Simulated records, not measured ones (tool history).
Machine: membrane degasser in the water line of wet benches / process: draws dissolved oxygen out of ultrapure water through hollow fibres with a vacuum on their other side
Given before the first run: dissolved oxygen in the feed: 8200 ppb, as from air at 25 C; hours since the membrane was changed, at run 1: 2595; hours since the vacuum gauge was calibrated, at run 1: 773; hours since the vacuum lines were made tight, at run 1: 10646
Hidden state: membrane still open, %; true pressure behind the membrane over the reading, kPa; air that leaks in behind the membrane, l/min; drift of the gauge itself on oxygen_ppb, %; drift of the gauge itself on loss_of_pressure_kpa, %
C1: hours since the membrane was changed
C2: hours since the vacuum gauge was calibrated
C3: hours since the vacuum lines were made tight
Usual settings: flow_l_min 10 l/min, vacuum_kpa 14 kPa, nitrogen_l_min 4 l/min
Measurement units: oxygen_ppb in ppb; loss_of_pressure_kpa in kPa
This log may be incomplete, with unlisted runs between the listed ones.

{"run": 1, "hour": 0.0, "flow_l_min": 10, "vacuum_kpa": 14, "nitrogen_l_min": 4, "C1": 2595, "C2": 773, "C3": 10646, "oxygen_ppb": 78.4, "loss_of_pressure_kpa": 70}
{"run": 2, "hour": 133.1, "flow_l_min": 10, "vacuum_kpa": 18.4, "nitrogen_l_min": 4, "C1": 2729, "C2": 906, "C3": 10779, "oxygen_ppb": 106.7, "loss_of_pressure_kpa": 70.24}
{"run": 3, "hour": 341.7, "flow_l_min": 10, "vacuum_kpa": 18.4, "nitrogen_l_min": 4, "C1": 2937, "C2": 1115, "C3": 10988, "oxygen_ppb": 105.7, "loss_of_pressure_kpa": 70.34}
{"run": 4, "hour": 539.2, "flow_l_min": 10, "vacuum_kpa": 18.4, "nitrogen_l_min": 4, "C1": 3135, "C2": 1312, "C3": 11185, "oxygen_ppb": 105.3, "loss_of_pressure_kpa": 69.93}
{"run": 5, "hour": 757.2, "flow_l_min": 10, "vacuum_kpa": 18.4, "nitrogen_l_min": 4, "C1": 3353, "C2": 1530, "C3": 11403, "oxygen_ppb": 106.3, "loss_of_pressure_kpa": 70.68}
{"run": 6, "hour": 891.5, "flow_l_min": 10, "vacuum_kpa": 14, "nitrogen_l_min": 4, "C1": 3487, "C2": 1665, "C3": 11538, "oxygen_ppb": 78.6, "loss_of_pressure_kpa": 70.56}
{"run": 7, "hour": 1109.4, "flow_l_min": 7, "vacuum_kpa": 14, "nitrogen_l_min": 4, "C1": 3705, "C2": 1882, "C3": 11755, "oxygen_ppb": 54.6, "loss_of_pressure_kpa": 49.45}
{"run": 8, "hour": 1228.8, "flow_l_min": 7, "vacuum_kpa": 14, "nitrogen_l_min": 4, "C1": 3824, "C2": 2002, "C3": 11875, "oxygen_ppb": 55, "loss_of_pressure_kpa": 49.67}
{"run": 9, "hour": 1436.6, "flow_l_min": 7, "vacuum_kpa": 14, "nitrogen_l_min": 4, "C1": 4032, "C2": 2210, "C3": 12083, "oxygen_ppb": 54.1, "loss_of_pressure_kpa": 49.59}
{"run": 10, "hour": 1667.9, "flow_l_min": 10, "vacuum_kpa": 14, "nitrogen_l_min": 4, "C1": 4263, "C2": 2441, "C3": 12314, "oxygen_ppb": 78.8, "loss_of_pressure_kpa": 70.8}
{"run": 11, "hour": 1825.3, "flow_l_min": 10, "vacuum_kpa": 14, "nitrogen_l_min": 4, "C1": 4421, "C2": 2598, "C3": 12471, "oxygen_ppb": 79.1, "loss_of_pressure_kpa": 71.17}
{"run": 12, "hour": 1973.1, "flow_l_min": 10, "vacuum_kpa": 14, "nitrogen_l_min": 4, "C1": 4569, "C2": 2746, "C3": 12619, "oxygen_ppb": 78.3, "loss_of_pressure_kpa": 70.82}
{"run": 13, "hour": 2126.0, "flow_l_min": 10, "vacuum_kpa": 14, "nitrogen_l_min": 4, "C1": 4721, "C2": 2899, "C3": 12772, "oxygen_ppb": 80.1, "loss_of_pressure_kpa": 70.73}
{"run": 14, "hour": 2306.7, "flow_l_min": 10, "vacuum_kpa": 14, "nitrogen_l_min": 4, "C1": 4902, "C2": 3080, "C3": 12953, "oxygen_ppb": 78.4, "loss_of_pressure_kpa": 70.76}
{"run": 15, "hour": 2434.4, "flow_l_min": 10, "vacuum_kpa": 14, "nitrogen_l_min": 7.1, "C1": 5030, "C2": 3207, "C3": 13081, "oxygen_ppb": 49.2, "loss_of_pressure_kpa": 70.93}
{"run": 16, "hour": 2656.3, "flow_l_min": 10, "vacuum_kpa": 14, "nitrogen_l_min": 7.1, "C1": 5252, "C2": 3429, "C3": 13302, "oxygen_ppb": 48.3, "loss_of_pressure_kpa": 71.43}
{"hour": 2668.6, "done": "vacuum gauge calibrated"}
{"run": 17, "hour": 2856.6, "flow_l_min": 13, "vacuum_kpa": 14, "nitrogen_l_min": 4, "C1": 5451, "C2": 188, "C3": 13502, "oxygen_ppb": 105.9, "loss_of_pressure_kpa": 92.68}
{"run": 18, "hour": 2978.3, "flow_l_min": 10, "vacuum_kpa": 11.6, "nitrogen_l_min": 4, "C1": 5573, "C2": 310, "C3": 13624, "oxygen_ppb": 64, "loss_of_pressure_kpa": 71.49}
{"run": 19, "hour": 3199.6, "flow_l_min": 13, "vacuum_kpa": 30.1, "nitrogen_l_min": 4, "C1": 5795, "C2": 531, "C3": 13845, "oxygen_ppb": 234, "loss_of_pressure_kpa": 92.67}
{"hour": 3224.5, "done": "vacuum gauge calibrated, once more"}
{"run": 20, "hour": 3407.4, "flow_l_min": 6, "vacuum_kpa": 10.5, "nitrogen_l_min": 4.01, "C1": 6002, "C2": 183, "C3": 14053, "oxygen_ppb": 32.3, "loss_of_pressure_kpa": 42.64}
{"run": 21, "hour": 3618.6, "flow_l_min": 13, "vacuum_kpa": 15.6, "nitrogen_l_min": 11.72, "C1": 6213, "C2": 394, "C3": 14264, "oxygen_ppb": 51.2, "loss_of_pressure_kpa": 93.62}
{"run": 22, "hour": 3821.9, "flow_l_min": 13, "vacuum_kpa": 15.6, "nitrogen_l_min": 11.72, "C1": 6416, "C2": 597, "C3": 14467, "oxygen_ppb": 52.6, "loss_of_pressure_kpa": 92.6}
{"run": 23, "hour": 3924.8, "flow_l_min": 10, "vacuum_kpa": 14, "nitrogen_l_min": 1.76, "C1": 6519, "C2": 700, "C3": 14570, "oxygen_ppb": 161, "loss_of_pressure_kpa": 71.32}
{"run": 24, "hour": 4052.9, "flow_l_min": 12, "vacuum_kpa": 12.9, "nitrogen_l_min": 4.06, "C1": 6647, "C2": 828, "C3": 14698, "oxygen_ppb": 85.8, "loss_of_pressure_kpa": 85.42}

Forecast run 25:
{"run": 25, "hour": 4241.5, "flow_l_min": 10, "vacuum_kpa": 14, "nitrogen_l_min": 6.12, "C1": 6836, "C2": 1017, "C3": 14887, "oxygen_ppb": "?", "loss_of_pressure_kpa": "?"}

Run 25 gave oxygen_ppb 55.7 ppb, loss_of_pressure_kpa 71.78 kPa.
With no hidden state in the tool, this same run would have given oxygen_ppb 51 ppb, loss_of_pressure_kpa 69.58 kPa.

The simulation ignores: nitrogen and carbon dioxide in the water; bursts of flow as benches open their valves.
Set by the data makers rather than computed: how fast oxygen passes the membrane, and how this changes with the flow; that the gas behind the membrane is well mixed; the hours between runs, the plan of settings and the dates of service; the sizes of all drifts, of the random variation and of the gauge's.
